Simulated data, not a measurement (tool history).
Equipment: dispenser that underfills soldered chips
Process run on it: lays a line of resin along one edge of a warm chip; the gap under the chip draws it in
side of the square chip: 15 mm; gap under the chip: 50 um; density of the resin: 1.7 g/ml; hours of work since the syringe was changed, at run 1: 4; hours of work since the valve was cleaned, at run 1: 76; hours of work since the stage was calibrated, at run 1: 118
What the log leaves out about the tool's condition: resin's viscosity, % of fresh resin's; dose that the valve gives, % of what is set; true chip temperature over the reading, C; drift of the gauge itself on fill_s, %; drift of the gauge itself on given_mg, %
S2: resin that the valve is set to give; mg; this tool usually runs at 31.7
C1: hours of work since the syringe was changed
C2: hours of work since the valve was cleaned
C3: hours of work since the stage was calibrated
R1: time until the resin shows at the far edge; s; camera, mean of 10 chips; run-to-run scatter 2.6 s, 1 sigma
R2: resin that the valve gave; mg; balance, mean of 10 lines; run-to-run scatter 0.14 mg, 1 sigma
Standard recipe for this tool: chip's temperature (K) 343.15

Run 1, day 0.000: usual settings; C1 4; C2 76; C3 118. Result: R1 300.2 s, R2 30.21 mg.
Run 2, day 0.188: usual settings; C1 7; C2 79; C3 120. Result: R1 337.1 s, R2 30.00 mg.
At day 0.329: new syringe of resin.
Run 3, day 0.417: usual settings; C1 1; C2 82; C3 124. Result: R1 279.0 s, R2 29.94 mg.
Run 4, day 0.604: usual settings; C1 4; C2 85; C3 126. Result: R1 307.2 s, R2 29.78 mg.
Run 5, day 0.796: usual settings; C1 7; C2 87; C3 129. Result: R1 340.6 s, R2 29.60 mg.
At day 0.921: new syringe of resin.
Run 6, day 0.954: usual settings; C1 0; C2 89; C3 131. Result: R1 266.5 s, R2 29.63 mg.
Run 7, day 1.262: usual settings; C1 5; C2 94; C3 136. Result: R1 321.2 s, R2 29.68 mg.
At day 1.517: new syringe of resin.
Run 8, day 1.592: usual settings; C1 1; C2 98; C3 140. Result: R1 266.8 s, R2 29.14 mg.
Run 9, day 1.750: usual settings; C1 3; C2 101; C3 143. Result: R1 293.0 s, R2 29.34 mg.
Run 10, day 2.008: usual settings; C1 7; C2 104; C3 146. Result: R1 335.8 s, R2 29.24 mg.
At day 2.100: new syringe of resin.
Run 11, day 2.325: usual settings but chip's temperature (K) 334.15; C1 3; C2 109; C3 151. Result: R1 411.3 s, R2 29.03 mg.
Run 12, day 2.600: usual settings; C1 7; C2 113; C3 155. Result: R1 343.6 s, R2 29.19 mg.
At day 2.688: new syringe of resin.
Run 13, day 2.796: usual settings; C1 2; C2 116; C3 157. Result: R1 278.3 s, R2 28.97 mg.
Run 14, day 3.104: usual settings but chip's temperature (K) 340.15, S2 36.2 mg; C1 6; C2 120; C3 162. Result: R1 366.8 s, R2 33.12 mg.
At day 3.292: new syringe of resin.
Run 15, day 3.321: usual settings but chip's temperature (K) 346.15, S2 39.2 mg; C1 0; C2 123; C3 165. Result: R1 237.4 s, R2 35.88 mg.
At day 3.546: dispensing valve cleaned and set on the balance.
Run 16, day 3.546: usual settings but chip's temperature (K) 340.15, S2 33.4 mg; C1 3; C2 0; C3 167. Result: R1 328.6 s, R2 33.38 mg.
Run 17, day 3.750: usual settings but S2 34.9 mg; C1 6; C2 3; C3 170. Result: R1 324.8 s, R2 34.72 mg.
At day 3.912: new syringe of resin.
Run 18, day 4.108: usual settings but chip's temperature (K) 331.15, S2 30.7 mg; C1 3; C2 8; C3 175. Result: R1 462.9 s, R2 30.72 mg.
Run 19, day 4.446: usual settings but chip's temperature (K) 331.15, S2 30.7 mg; C1 8; C2 13; C3 180. Result: R1 553.5 s, R2 30.60 mg.
At day 4.521: new syringe of resin.
Run 20, day 4.688: usual settings but chip's temperature (K) 335.15, S2 34.8 mg; C1 2; C2 16; C3 184. Result: R1 389.4 s, R2 34.52 mg.
Run 21, day 4.950: usual settings but chip's temperature (K) 336.15, S2 28.4 mg; C1 6; C2 20; C3 187. Result: R1 436.6 s, R2 28.07 mg.
At day 5.117: new syringe of resin.
Run 22, day 5.200: usual settings but chip's temperature (K) 356.15, S2 38.6 mg; C1 1; C2 23; C3 191. Result: R1 162.4 s, R2 37.88 mg.
Run 23, day 5.367: usual settings but S2 37.2 mg; C1 4; C2 26; C3 193. Result: R1 283.6 s, R2 36.67 mg.
At day 5.704: new syringe of resin.
Run 24, day 5.721: usual settings but chip's temperature (K) 344.15, S2 37.2 mg; C1 0; C2 31; C3 198. Result: R1 244.5 s, R2 36.15 mg.

Take each entry between the runs: how does the hidden state at the last listed run before it differ from the hidden state at the first listed run after it?
From run 2 to run 3: new syringe of resin (day 0.329)
  resin's viscosity, % of fresh resin's: 129.9 -> 105.8; dose that the valve gives, % of what is set: 94.48 -> 94.29; true chip temperature over the reading, C: 0.25 -> 0.27
  measured value less the no-hidden-state value, R1: +76.8 -> +14.4 s; R2: -1.75 -> -1.81 mg
From run 5 to run 6: new syringe of resin (day 0.921)
  resin's viscosity, % of fresh resin's: 130.6 -> 102.2; dose that the valve gives, % of what is set: 93.89 -> 93.73; true chip temperature over the reading, C: 0.29 -> 0.3
  measured value less the no-hidden-state value, R1: +78.9 -> +4.8 s; R2: -1.93 -> -1.98 mg
From run 7 to run 8: new syringe of resin (day 1.517)
  resin's viscosity, % of fresh resin's: 121.4 -> 102.8; dose that the valve gives, % of what is set: 93.37 -> 93.03; true chip temperature over the reading, C: 0.32 -> 0.33
  measured value less the no-hidden-state value, R1: +55.6 -> +6.1 s; R2: -2.10 -> -2.19 mg
From run 10 to run 11: new syringe of resin (day 2.100)
  resin's viscosity, % of fresh resin's: 129.5 -> 112.7; dose that the valve gives, % of what is set: 92.57 -> 92.22; true chip temperature over the reading, C: 0.36 -> 0.38
  measured value less the no-hidden-state value, R1: +75.3 -> +44.5 s; R2: -2.34 -> -2.45 mg
From run 12 to run 13: new syringe of resin (day 2.688)
  resin's viscosity, % of fresh resin's: 131.3 -> 107.3; dose that the valve gives, % of what is set: 91.92 -> 91.71; true chip temperature over the reading, C: 0.39 -> 0.41
  measured value less the no-hidden-state value, R1: +80.7 -> +17.6 s; R2: -2.56 -> -2.62 mg
From run 14 to run 15: new syringe of resin (day 3.292)
  resin's viscosity, % of fresh resin's: 127.3 -> 103.4; dose that the valve gives, % of what is set: 91.38 -> 91.14; true chip temperature over the reading, C: 0.43 -> 0.44
  measured value less the no-hidden-state value, R1: +75.2 -> +4.9 s; R2: -3.13 -> -3.49 mg
From run 15 to run 16: dispensing valve cleaned and set on the balance (day 3.546)
  resin's viscosity, % of fresh resin's: 103.4 -> 114.6; dose that the valve gives, % of what is set: 91.14 -> 100.06; true chip temperature over the reading, C: 0.44 -> 0.45
  measured value less the no-hidden-state value, R1: +4.9 -> +36.8 s; R2: -3.49 -> +0.02 mg
From run 17 to run 18: new syringe of resin (day 3.912)
  resin's viscosity, % of fresh resin's: 128.2 -> 112; dose that the valve gives, % of what is set: 99.85 -> 99.47; true chip temperature over the reading, C: 0.46 -> 0.48
  measured value less the no-hidden-state value, R1: +67.2 -> +42.0 s; R2: -0.05 -> -0.16 mg
From run 19 to run 20: new syringe of resin (day 4.521)
  resin's viscosity, % of fresh resin's: 135.1 -> 110.6; dose that the valve gives, % of what is set: 99.11 -> 98.87; true chip temperature over the reading, C: 0.5 -> 0.51
  measured value less the no-hidden-state value, R1: +135.9 -> +30.3 s; R2: -0.27 -> -0.40 mg
From run 21 to run 22: new syringe of resin (day 5.117)
  resin's viscosity, % of fresh resin's: 128 -> 101.9; dose that the valve gives, % of what is set: 98.58 -> 98.31; true chip temperature over the reading, C: 0.53 -> 0.54
  measured value less the no-hidden-state value, R1: +89.2 -> +0.1 s; R2: -0.40 -> -0.65 mg
From run 23 to run 24: new syringe of resin (day 5.704)
  resin's viscosity, % of fresh resin's: 111.6 -> 100.4; dose that the valve gives, % of what is set: 98.13 -> 97.78; true chip temperature over the reading, C: 0.55 -> 0.58
  measured value less the no-hidden-state value, R1: +24.3 -> -4.1 s; R2: -0.70 -> -0.82 mg
